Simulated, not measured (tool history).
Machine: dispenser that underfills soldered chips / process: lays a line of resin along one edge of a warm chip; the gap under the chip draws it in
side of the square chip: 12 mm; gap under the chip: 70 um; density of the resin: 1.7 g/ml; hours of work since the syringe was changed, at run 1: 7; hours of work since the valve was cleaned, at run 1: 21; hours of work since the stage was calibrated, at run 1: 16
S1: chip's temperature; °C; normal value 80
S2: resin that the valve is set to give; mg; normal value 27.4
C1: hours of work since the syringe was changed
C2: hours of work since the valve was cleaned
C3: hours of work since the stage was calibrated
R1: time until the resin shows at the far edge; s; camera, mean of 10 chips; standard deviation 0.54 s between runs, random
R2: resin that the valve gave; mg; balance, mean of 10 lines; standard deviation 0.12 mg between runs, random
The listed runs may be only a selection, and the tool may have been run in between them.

run	hour	S1	S2	C1	C2	C3	R1	R2
1	0	80	27.4	7	21	16	77.4	27.15
# hour 3.8: new syringe of resin
2	7.1	80	27.4	3	26	22	54.7	27.04
3	14.2	80	27.4	8	32	27	85.4	26.67
# hour 16.7: new syringe of resin
4	19.2	80	27.4	2	35	31	52.6	26.7
5	27.6	80	30.5	8	42	37	87.5	29.78
# hour 29.1: new syringe of resin
6	36.6	80	27.4	6	49	44	71.9	26.67
# hour 41.6: new syringe of resin
7	42.6	80	27.4	1	53	49	49	26.57
8	51.5	80	30.9	8	60	56	80.6	29.8
# hour 54.1: new syringe of resin
9	59.5	80	27.4	4	66	62	63	26.38
# hour 66.9: new syringe of resin
10	67.9	80	27.4	1	73	68	48.2	26.3
11	76.3	80	27.4	7	79	75	79.3	26.15
# hour 79.5: new syringe of resin
12	82.7	80	33.3	3	84	79	54.1	31.48
13	88.2	80	33.3	7	88	84	76.3	31.9
# hour 91.8: new syringe of resin
14	96.3	88	27.4	4	94	90	41.4	25.83
15	100.6	88	27.4	7	98	93	52.8	26.06
# hour 104.2: new syringe of resin
16	104.7	88	27.4	0	101	96	32.2	25.68
17	112	88	27.4	6	106	102	50.7	25.72
# hour 116.6: new syringe of resin
18	116.6	88	27.4	0	110	105	31.2	25.6
19	125.5	80	35.2	7	117	112	74.6	32.8
# hour 128.9: new syringe of resin
20	131.7	85	31.6	2	121	117	41.7	29.46
21	137.3	68	28.1	7	126	121	130.1	26.09
# hour 141.2: new syringe of resin
22	142.8	82	31.5	1	130	125	43.7	29.14
23	149.7	68	23.9	7	135	131	133.7	22.14
# hour 153.6: new syringe of resin
24	155.7	68	23.9	2	140	135	91	21.83
# hour 157.3: dispensing valve cleaned and set on the balance
25	160.8	68	23.9	5	3	138	113.8	24.04
# hour 166.8: new syringe of resin
26	168.8	81	29.4	2	9	144	47.5	29.25
27	176.7	81	29.4	8	15	150	77.3	29.32
# hour 179.4: new syringe of resin
28	184.3	81	29.4	4	21	156	54.7	28.87
# hour 192.1: new syringe of resin
29	192.1	76	35.4	0	26	162	49.3	34.67
30	198	90	35.4	5	31	167	38.9	34.5
31	201.7	78	28.4	8	34	170	83	27.7
# hour 204.4: new syringe of resin
32	206.7	78	28.4	2	38	173	55.4	27.78
33	210.6	90	24.1	5	41	176	41.4	23.51
# hour 217: new syringe of resin
34	217.5	91	32.2	0	46	181	27.4	31.31
35	224.2	80	25.9	6	51	187	67.1	25.13
# hour 229.5: new syringe of resin
36	232.8	81	30	3	58	193	49.2	28.91

Here are 3 independent what-if runs from the current tool condition. What would each one return?
A	238.4	81	32.4	7	62	197	?	?
B	238.4	74	31.4	7	62	197	?	?
C	238.4	81	32.8	7	62	197	?	?

run	R1	R2
A	68.1	31.4
B	95.4	30.38
C	68.8	31.54
The same runs, with their run-to-run variation unchanged, on a tool lacking any hidden condition would have given:
run	R1	R2
A	42.7	32.55
B	60.1	31.5
C	43.1	32.71
